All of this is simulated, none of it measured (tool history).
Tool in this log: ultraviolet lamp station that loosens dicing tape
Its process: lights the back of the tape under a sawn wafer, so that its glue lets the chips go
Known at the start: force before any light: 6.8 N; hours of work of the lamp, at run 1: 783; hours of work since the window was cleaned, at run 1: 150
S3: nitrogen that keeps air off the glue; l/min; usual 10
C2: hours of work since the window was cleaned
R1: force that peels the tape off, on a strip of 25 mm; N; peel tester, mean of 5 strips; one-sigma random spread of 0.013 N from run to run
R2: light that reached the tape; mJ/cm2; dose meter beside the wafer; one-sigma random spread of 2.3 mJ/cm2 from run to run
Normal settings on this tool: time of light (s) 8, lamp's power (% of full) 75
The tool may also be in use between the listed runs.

Run 1, hour 0: usual settings; hours of work of the lamp 783; C2 150. Result: R1 0.566 N, R2 242 mJ/cm2.
Run 2, hour 70.5: usual settings but lamp's power (% of full) 63; hours of work of the lamp 836; C2 203. Result: R1 0.804 N, R2 203 mJ/cm2.
Run 3, hour 123.2: usual settings but lamp's power (% of full) 97; hours of work of the lamp 876; C2 243. Result: R1 0.374 N, R2 314 mJ/cm2.
Run 4, hour 182.5: usual settings but lamp's power (% of full) 97; hours of work of the lamp 920; C2 288. Result: R1 0.363 N, R2 317 mJ/cm2.
Run 5, hour 227.3: usual settings; hours of work of the lamp 954; C2 321. Result: R1 0.584 N, R2 239 mJ/cm2.
Run 6, hour 289.3: usual settings; hours of work of the lamp 1001; C2 368. Result: R1 0.594 N, R2 240 mJ/cm2.
Run 7, hour 352: usual settings; hours of work of the lamp 1048; C2 416. Result: R1 0.59 N, R2 244 mJ/cm2.
At hour 364.2: window cleaned of glue's vapour.
Run 8, hour 428.7: usual settings; hours of work of the lamp 1106; C2 49. Result: R1 0.584 N, R2 243 mJ/cm2.
Run 9, hour 468.3: usual settings; hours of work of the lamp 1136; C2 79. Result: R1 0.578 N, R2 243 mJ/cm2.
Run 10, hour 505.7: usual settings but time of light (s) 6, lamp's power (% of full) 89, S3 4 l/min; hours of work of the lamp 1164; C2 107. Result: R1 1.091 N, R2 216 mJ/cm2.
Run 11, hour 564.9: usual settings but time of light (s) 12, S3 4 l/min; hours of work of the lamp 1209; C2 152. Result: R1 0.422 N, R2 361 mJ/cm2.
Run 12, hour 622.1: usual settings but time of light (s) 7, lamp's power (% of full) 95; hours of work of the lamp 1252; C2 195. Result: R1 0.498 N, R2 267 mJ/cm2.
Run 13, hour 679.5: usual settings but time of light (s) 7, lamp's power (% of full) 84, S3 4 l/min; hours of work of the lamp 1295; C2 238. Result: R1 0.96 N, R2 236 mJ/cm2.
Run 14, hour 716.4: usual settings but time of light (s) 7, lamp's power (% of full) 84, S3 4 l/min; hours of work of the lamp 1323; C2 266. Result: R1 0.907 N, R2 235 mJ/cm2.
Run 15, hour 787.5: usual settings but time of light (s) 14, S3 4 l/min; hours of work of the lamp 1377; C2 320. Result: R1 0.334 N, R2 423 mJ/cm2.
Run 16, hour 859.2: usual settings but time of light (s) 13, lamp's power (% of full) 84, S3 12 l/min; hours of work of the lamp 1431; C2 374. Result: R1 0.226 N, R2 438 mJ/cm2.
At hour 926.9: window cleaned of glue's vapour.
Run 17, hour 942.8: usual settings but time of light (s) 13, lamp's power (% of full) 79, S3 8 l/min; hours of work of the lamp 1493; C2 12. Result: R1 0.26 N, R2 415 mJ/cm2.
Run 18, hour 1025.6: usual settings but time of light (s) 14, lamp's power (% of full) 79, S3 4 l/min; hours of work of the lamp 1556; C2 75. Result: R1 0.306 N, R2 447 mJ/cm2.

Predict each of these 5 candidate next runs independently; none follows another, all start after run 18:
At hour 1068.7: lamp changed.
Run A, hour 1078.8: usual settings but lamp's power (% of full) 79, S3 6 l/min; hours of work of the lamp 8; C2 114. Result: R1 ?, R2 ?.
At hour 1068.7: lamp changed.
Run B, hour 1078.8: usual settings but time of light (s) 10, lamp's power (% of full) 93, S3 13 l/min; hours of work of the lamp 8; C2 114. Result: R1 ?, R2 ?.
At hour 1068.7: lamp changed.
Run C, hour 1078.8: usual settings but time of light (s) 14, lamp's power (% of full) 65, S3 4 l/min; hours of work of the lamp 8; C2 114. Result: R1 ?, R2 ?.
At hour 1068.7: lamp changed.
Run D, hour 1078.8: usual settings but time of light (s) 14, lamp's power (% of full) 65, S3 4 l/min; hours of work of the lamp 8; C2 114. Result: R1 ?, R2 ?.
At hour 1068.7: lamp changed.
Run E, hour 1078.8: usual settings but time of light (s) 11, lamp's power (% of full) 64, S3 14 l/min; hours of work of the lamp 8; C2 114. Result: R1 ?, R2 ?.

run     R1   R2
  A  0.647  258
  B  0.253  376
  C  0.417  375
  D  0.401  371
  E  0.372  286
With no hidden state in the tool, these same runs would have given:
run     R1   R2
  A  0.647  258
  B  0.253  376
  C  0.417  375
  D  0.401  371
  E  0.372  286

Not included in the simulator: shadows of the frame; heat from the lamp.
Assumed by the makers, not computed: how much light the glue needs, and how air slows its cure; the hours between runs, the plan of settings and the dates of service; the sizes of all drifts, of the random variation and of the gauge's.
